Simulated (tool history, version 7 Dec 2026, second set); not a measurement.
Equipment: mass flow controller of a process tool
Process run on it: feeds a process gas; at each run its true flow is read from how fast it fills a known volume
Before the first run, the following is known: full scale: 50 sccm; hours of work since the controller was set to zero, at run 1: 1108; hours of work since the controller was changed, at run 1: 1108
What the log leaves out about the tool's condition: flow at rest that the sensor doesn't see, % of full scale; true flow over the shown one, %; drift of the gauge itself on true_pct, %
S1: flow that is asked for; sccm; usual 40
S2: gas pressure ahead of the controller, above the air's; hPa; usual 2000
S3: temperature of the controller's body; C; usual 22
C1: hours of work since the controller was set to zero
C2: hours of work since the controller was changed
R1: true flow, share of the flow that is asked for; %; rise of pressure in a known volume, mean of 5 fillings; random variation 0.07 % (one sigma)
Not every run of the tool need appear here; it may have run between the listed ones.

run,hour,S1,S2,S3,C1,C2,R1
1,0.0,40,2000,22,1108,1108,98.98
2,83.0,40,2000,25,1164,1164,99.10
3,176.7,40,2000,25,1228,1228,99.25
4,311.1,6,2000,22,1319,1319,97.78
5,424.1,6,2000,22,1396,1396,97.67
6,508.0,6,2000,22,1453,1453,97.75
7,575.0,6,2000,22,1499,1499,97.62
8,686.0,6,2000,22,1574,1574,97.63
9,770.1,40,1930,22,1632,1632,99.12
10,898.0,40,1930,22,1719,1719,99.06
11,969.7,40,1930,23,1768,1768,99.01
12,1090.5,40,1930,23,1850,1850,99.07
13,1183.3,40,1930,23,1913,1913,99.00
14,1274.3,40,1930,23,1975,1975,98.96

What will run 15 give?
15,1337.6,40,1930,23,2018,2018,?

R1: 99.05 %
With the hidden condition absent and the run-to-run variation left alone, this run would have shown R1 99.26 %.
